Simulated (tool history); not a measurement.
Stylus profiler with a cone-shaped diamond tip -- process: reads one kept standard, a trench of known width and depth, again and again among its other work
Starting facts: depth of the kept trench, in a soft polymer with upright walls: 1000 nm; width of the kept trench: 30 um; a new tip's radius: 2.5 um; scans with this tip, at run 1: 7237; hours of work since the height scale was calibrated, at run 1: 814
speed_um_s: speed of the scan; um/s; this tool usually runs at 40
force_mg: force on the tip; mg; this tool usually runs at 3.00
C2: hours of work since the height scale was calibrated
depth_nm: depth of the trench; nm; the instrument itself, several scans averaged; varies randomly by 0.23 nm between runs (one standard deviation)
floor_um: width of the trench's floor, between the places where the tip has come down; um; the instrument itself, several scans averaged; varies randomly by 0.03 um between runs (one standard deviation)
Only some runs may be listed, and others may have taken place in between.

{"run": 1, "hour": 0.0, "speed_um_s": 40, "force_mg": 3.0, "scans with this tip": 7237, "C2": 814, "depth_nm": 1019.14, "floor_um": 24.73}
{"run": 2, "hour": 31.2, "speed_um_s": 40, "force_mg": 3.0, "scans with this tip": 7422, "C2": 835, "depth_nm": 1018.9, "floor_um": 24.73}
{"run": 3, "hour": 58.9, "speed_um_s": 40, "force_mg": 3.0, "scans with this tip": 7586, "C2": 853, "depth_nm": 1019.19, "floor_um": 24.68}
{"run": 4, "hour": 101.9, "speed_um_s": 12, "force_mg": 3.0, "scans with this tip": 7840, "C2": 882, "depth_nm": 1019.7, "floor_um": 24.75}
{"run": 5, "hour": 162.3, "speed_um_s": 12, "force_mg": 3.0, "scans with this tip": 8197, "C2": 922, "depth_nm": 1019.58, "floor_um": 24.76}
{"run": 6, "hour": 188.4, "speed_um_s": 40, "force_mg": 3.0, "scans with this tip": 8352, "C2": 939, "depth_nm": 1019.94, "floor_um": 24.66}
{"run": 7, "hour": 222.6, "speed_um_s": 40, "force_mg": 3.0, "scans with this tip": 8554, "C2": 962, "depth_nm": 1019.67, "floor_um": 24.64}
{"run": 8, "hour": 269.4, "speed_um_s": 40, "force_mg": 3.0, "scans with this tip": 8831, "C2": 993, "depth_nm": 1019.73, "floor_um": 24.54}
{"run": 9, "hour": 302.6, "speed_um_s": 40, "force_mg": 3.0, "scans with this tip": 9027, "C2": 1015, "depth_nm": 1020.09, "floor_um": 24.52}
{"run": 10, "hour": 351.6, "speed_um_s": 40, "force_mg": 3.0, "scans with this tip": 9317, "C2": 1048, "depth_nm": 1020.21, "floor_um": 24.51}
{"run": 11, "hour": 387.9, "speed_um_s": 40, "force_mg": 3.0, "scans with this tip": 9533, "C2": 1072, "depth_nm": 1020.43, "floor_um": 24.47}
{"run": 12, "hour": 420.3, "speed_um_s": 40, "force_mg": 3.0, "scans with this tip": 9724, "C2": 1094, "depth_nm": 1020.28, "floor_um": 24.47}
{"run": 13, "hour": 474.6, "speed_um_s": 40, "force_mg": 3.0, "scans with this tip": 10046, "C2": 1130, "depth_nm": 1020.58, "floor_um": 24.4}
{"run": 14, "hour": 527.9, "speed_um_s": 40, "force_mg": 3.0, "scans with this tip": 10361, "C2": 1165, "depth_nm": 1020.48, "floor_um": 24.4}
{"run": 15, "hour": 586.7, "speed_um_s": 40, "force_mg": 3.0, "scans with this tip": 10709, "C2": 1204, "depth_nm": 1020.98, "floor_um": 24.41}
{"run": 16, "hour": 633.3, "speed_um_s": 40, "force_mg": 3.0, "scans with this tip": 10984, "C2": 1235, "depth_nm": 1021.06, "floor_um": 24.34}
{"run": 17, "hour": 674.4, "speed_um_s": 40, "force_mg": 3.0, "scans with this tip": 11228, "C2": 1263, "depth_nm": 1021.09, "floor_um": 24.3}
{"run": 18, "hour": 716.5, "speed_um_s": 40, "force_mg": 3.0, "scans with this tip": 11477, "C2": 1291, "depth_nm": 1021.27, "floor_um": 24.29}
{"run": 19, "hour": 769.5, "speed_um_s": 40, "force_mg": 3.0, "scans with this tip": 11791, "C2": 1326, "depth_nm": 1021.69, "floor_um": 24.26}
{"run": 20, "hour": 795.3, "speed_um_s": 119, "force_mg": 1.07, "scans with this tip": 11943, "C2": 1343, "depth_nm": 1014.13, "floor_um": 23.58}
{"run": 21, "hour": 847.9, "speed_um_s": 119, "force_mg": 1.07, "scans with this tip": 12254, "C2": 1378, "depth_nm": 1014.4, "floor_um": 23.53}
{"run": 22, "hour": 885.6, "speed_um_s": 12, "force_mg": 4.01, "scans with this tip": 12478, "C2": 1403, "depth_nm": 1024.84, "floor_um": 24.31}
{"run": 23, "hour": 939.5, "speed_um_s": 109, "force_mg": 2.57, "scans with this tip": 12796, "C2": 1439, "depth_nm": 1020.51, "floor_um": 23.8}
{"run": 24, "hour": 973.7, "speed_um_s": 32, "force_mg": 4.8, "scans with this tip": 12999, "C2": 1462, "depth_nm": 1027.91, "floor_um": 24.16}
{"run": 25, "hour": 1007.4, "speed_um_s": 32, "force_mg": 2.09, "scans with this tip": 13198, "C2": 1484, "depth_nm": 1019.12, "floor_um": 24.16}
{"run": 26, "hour": 1046.5, "speed_um_s": 48, "force_mg": 3.0, "scans with this tip": 13430, "C2": 1510, "depth_nm": 1022.31, "floor_um": 24.04}
{"run": 27, "hour": 1103.7, "speed_um_s": 48, "force_mg": 3.0, "scans with this tip": 13768, "C2": 1548, "depth_nm": 1022.43, "floor_um": 24.01}
{"run": 28, "hour": 1151.6, "speed_um_s": 48, "force_mg": 3.0, "scans with this tip": 14051, "C2": 1580, "depth_nm": 1023.19, "floor_um": 23.97}
{"run": 29, "hour": 1204.0, "speed_um_s": 48, "force_mg": 3.0, "scans with this tip": 14362, "C2": 1615, "depth_nm": 1022.67, "floor_um": 23.96}
{"run": 30, "hour": 1261.2, "speed_um_s": 13, "force_mg": 1.92, "scans with this tip": 14700, "C2": 1653, "depth_nm": 1018.91, "floor_um": 24.03}
{"run": 31, "hour": 1287.2, "speed_um_s": 23, "force_mg": 5.95, "scans with this tip": 14854, "C2": 1670, "depth_nm": 1032.1, "floor_um": 24.03}
{"run": 32, "hour": 1312.8, "speed_um_s": 58, "force_mg": 5.4, "scans with this tip": 15005, "C2": 1687, "depth_nm": 1030.65, "floor_um": 23.86}
{"run": 33, "hour": 1349.9, "speed_um_s": 58, "force_mg": 5.4, "scans with this tip": 15225, "C2": 1712, "depth_nm": 1030.76, "floor_um": 23.86}
{"run": 34, "hour": 1394.5, "speed_um_s": 58, "force_mg": 4.84, "scans with this tip": 15489, "C2": 1742, "depth_nm": 1029.32, "floor_um": 23.78}
{"run": 35, "hour": 1424.7, "speed_um_s": 58, "force_mg": 4.84, "scans with this tip": 15668, "C2": 1762, "depth_nm": 1029.36, "floor_um": 23.79}
{"run": 36, "hour": 1485.4, "speed_um_s": 51, "force_mg": 4.52, "scans with this tip": 16027, "C2": 1802, "depth_nm": 1028.76, "floor_um": 23.78}
{"run": 37, "hour": 1536.0, "speed_um_s": 51, "force_mg": 4.52, "scans with this tip": 16326, "C2": 1836, "depth_nm": 1029.04, "floor_um": 23.69}
{"run": 38, "hour": 1598.7, "speed_um_s": 50, "force_mg": 2.41, "scans with this tip": 16697, "C2": 1878, "depth_nm": 1022.08, "floor_um": 23.65}

3 options for the next run, each taken on its own from the tool as it stands now. Forecast them:
{"run": "A", "hour": 1661.8, "speed_um_s": 50, "force_mg": 6.74, "scans with this tip": 17070, "C2": 1920, "depth_nm": "?", "floor_um": "?"}
{"run": "B", "hour": 1661.8, "speed_um_s": 11, "force_mg": 1.19, "scans with this tip": 17070, "C2": 1920, "depth_nm": "?", "floor_um": "?"}
{"run": "C", "hour": 1661.8, "speed_um_s": 63, "force_mg": 3.0, "scans with this tip": 17070, "C2": 1920, "depth_nm": "?", "floor_um": "?"}

run=A depth_nm=1035.73 floor_um=23.72
run=B depth_nm=1017.08 floor_um=23.79
run=C depth_nm=1024.86 floor_um=23.59
Without the tool's unlogged condition, the same runs would have read:
run=A depth_nm=1026.33 floor_um=25.86
run=B depth_nm=1007.84 floor_um=25.94
run=C depth_nm=1015.55 floor_um=25.73
